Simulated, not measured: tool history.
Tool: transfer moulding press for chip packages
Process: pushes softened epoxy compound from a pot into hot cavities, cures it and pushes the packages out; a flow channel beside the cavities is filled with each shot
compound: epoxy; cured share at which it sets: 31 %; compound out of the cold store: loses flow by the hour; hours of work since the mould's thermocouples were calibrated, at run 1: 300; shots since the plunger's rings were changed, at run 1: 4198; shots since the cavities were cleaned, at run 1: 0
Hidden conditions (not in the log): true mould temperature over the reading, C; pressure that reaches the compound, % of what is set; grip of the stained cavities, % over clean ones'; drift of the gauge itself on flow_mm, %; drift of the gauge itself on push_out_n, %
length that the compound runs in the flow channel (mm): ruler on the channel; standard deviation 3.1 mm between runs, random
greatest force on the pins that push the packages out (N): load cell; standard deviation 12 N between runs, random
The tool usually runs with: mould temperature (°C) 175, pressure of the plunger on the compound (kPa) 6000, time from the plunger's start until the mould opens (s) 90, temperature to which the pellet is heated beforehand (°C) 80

| run | hour | mould temperature (°C) | pressure of the plunger on the compound (kPa) | time from the plunger's start until the mould opens (s) | temperature to which the pellet is heated beforehand (°C) | hours of work since the mould's thermocouples were calibrated | shots since the plunger's rings were changed | shots since the cavities were cleaned | incoming compound's hours out of the cold store | length that the compound runs in the flow channel (mm) | greatest force on the pins that push the packages out (N) |
|---|---|---|---|---|---|---|---|---|---|---|---|
| 1 | 0 | 175 | 6000 | 90 | 80 | 300 | 4198 | 0 | 40.3 | 736 | 549 |
| 2 | 6.9 | 175 | 6000 | 115 | 80 | 305 | 4311 | 113 | 17.4 | 812 | 570 |
| 3 | 14.1 | 175 | 6000 | 115 | 80 | 310 | 4428 | 230 | 45.7 | 714 | 620 |
| 4 | 20.4 | 175 | 6000 | 115 | 80 | 315 | 4530 | 332 | 43 | 720 | 666 |
| 5 | 30.1 | 175 | 6000 | 115 | 80 | 322 | 4688 | 490 | 15.7 | 814 | 758 |
| 6 | 35.2 | 175 | 6000 | 115 | 80 | 326 | 4770 | 572 | 16.2 | 808 | 766 |
| 7 | 41.3 | 175 | 6000 | 115 | 80 | 330 | 4870 | 672 | 43.7 | 719 | 786 |
|  | 46.1 | cavities cleaned with cleaning compound and waxed |
| 8 | 49 | 175 | 6000 | 90 | 80 | 335 | 4971 | 47 | 47.7 | 702 | 623 |
| 9 | 56.5 | 175 | 6000 | 90 | 80 | 341 | 5093 | 169 | 28.8 | 762 | 687 |
| 10 | 63.1 | 175 | 6000 | 90 | 80 | 345 | 5199 | 275 | 41.4 | 721 | 765 |
| 11 | 72.5 | 175 | 4960 | 90 | 80 | 352 | 5352 | 428 | 18.4 | 726 | 837 |
| 12 | 80.2 | 175 | 4960 | 90 | 80 | 358 | 5478 | 554 | 44.9 | 638 | 868 |
| 13 | 87.9 | 175 | 4960 | 90 | 80 | 364 | 5603 | 679 | 28.2 | 692 | 942 |
|  | 91.5 | cavities cleaned with cleaning compound and waxed |
| 14 | 98.3 | 175 | 4960 | 90 | 80 | 371 | 5748 | 111 | 13.6 | 732 | 686 |
|  | 106.9 | plunger's sealing rings changed |
| 15 | 107.3 | 175 | 6000 | 90 | 80 | 375 | 5 | 215 | 15.7 | 871 | 740 |
| 16 | 113.4 | 178 | 6000 | 90 | 79 | 380 | 106 | 316 | 14.9 | 853 | 732 |
| 17 | 121.4 | 178 | 6000 | 90 | 79 | 386 | 236 | 446 | 26.2 | 814 | 777 |
| 18 | 130.8 | 178 | 6000 | 90 | 79 | 393 | 388 | 598 | 37.9 | 772 | 835 |
| 19 | 136 | 178 | 6000 | 90 | 79 | 397 | 473 | 683 | 11.8 | 861 | 909 |
|  | 140 | cavities cleaned with cleaning compound and waxed |
| 20 | 142.8 | 178 | 6000 | 90 | 79 | 401 | 559 | 46 | 43.1 | 750 | 556 |
| 21 | 148.3 | 178 | 6270 | 118 | 80 | 405 | 648 | 135 | 28.9 | 821 | 557 |
| 22 | 159.4 | 171 | 5250 | 93 | 80 | 413 | 828 | 315 | 35.2 | 748 | 920 |

The next listed run, before its measurement:
| 23 | 168.2 | 171 | 5250 | 93 | 80 | 420 | 971 | 458 | 46.7 | ? | ? |

length that the compound runs in the flow channel (mm): 706
greatest force on the pins that push the packages out (N): 986
The same run, on a tool lacking any hidden state, would have yielded length that the compound runs in the flow channel (mm) 717, greatest force on the pins that push the packages out (N) 632.
